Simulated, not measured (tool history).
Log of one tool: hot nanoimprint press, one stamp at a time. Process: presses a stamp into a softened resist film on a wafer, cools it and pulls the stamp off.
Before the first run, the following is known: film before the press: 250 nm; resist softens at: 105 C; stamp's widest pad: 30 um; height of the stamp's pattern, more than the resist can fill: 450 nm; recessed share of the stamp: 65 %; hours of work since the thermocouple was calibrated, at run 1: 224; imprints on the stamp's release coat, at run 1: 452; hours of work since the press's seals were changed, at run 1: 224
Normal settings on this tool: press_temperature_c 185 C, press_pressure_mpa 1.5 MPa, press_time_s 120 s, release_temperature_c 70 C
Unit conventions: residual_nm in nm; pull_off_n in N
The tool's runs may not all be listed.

run   hour  press_temperature_c  press_pressure_mpa  press_time_s  release_temperature_c  hours of work since the thermocouple was calibrated  imprints on the stamp's release coat  hours of work since the press's seals were changed  residual_nm  pull_off_n
  1      0                  185                 1.5           120                     70                                                  224                                   452                                                 224        146.8         202
  2    9.6                  185                 1.5           120                     70                                                  229                                   472                                                 229        145.9         199
  3   28.7                  185                1.39           120                     70                                                  239                                   511                                                 239        149.1         202
  4   43.3                  188                 1.5           120                     70                                                  247                                   542                                                 247        132.8         205
  5   63.8                  191                 1.5           120                     70                                                  257                                   584                                                 257        118.9         199
  6   73.9                  191                 1.5           120                     70                                                  263                                   605                                                 263        119.2         214
  7   83.4                  191                 1.5           120                     70                                                  268                                   625                                                 268          120         198
  8  100.4                  191                 1.5           120                     70                                                  277                                   660                                                 277        118.4         213
  9  114.8                  191                 1.5            71                     70                                                  284                                   690                                                 284        141.3         212
 10  123.7                  191                 1.5            71                     70                                                  289                                   708                                                 289        141.6         219
     131.2  -- stamp cleaned and given a new release coat
 11  138.8                  185                 1.5           194                     70                                                  294                                    16                                                 294        120.7         176
 12  156.4                  185                 1.5           120                     70                                                  303                                    52                                                 303        144.4         171
 13  166.7                  185                 1.5           120                     70                                                  308                                    74                                                 308        146.1         177
 14  185.7                  185                 1.5           120                     70                                                  318                                   113                                                 318        145.5         184
 15  207.2                  185                 1.5           120                     59                                                  330                                   157                                                 330        143.8         189

The next listed run, before its measurement:
 16  225.7                  186                 1.5            75                     59                                                  340                                   196                                                 340            ?           ?

Run 16 measured residual_nm 161 nm, pull_off_n 195 N.
With the hidden condition absent and the run-to-run variation left alone, this run would have shown residual_nm 166.1 nm, pull_off_n 186 N.

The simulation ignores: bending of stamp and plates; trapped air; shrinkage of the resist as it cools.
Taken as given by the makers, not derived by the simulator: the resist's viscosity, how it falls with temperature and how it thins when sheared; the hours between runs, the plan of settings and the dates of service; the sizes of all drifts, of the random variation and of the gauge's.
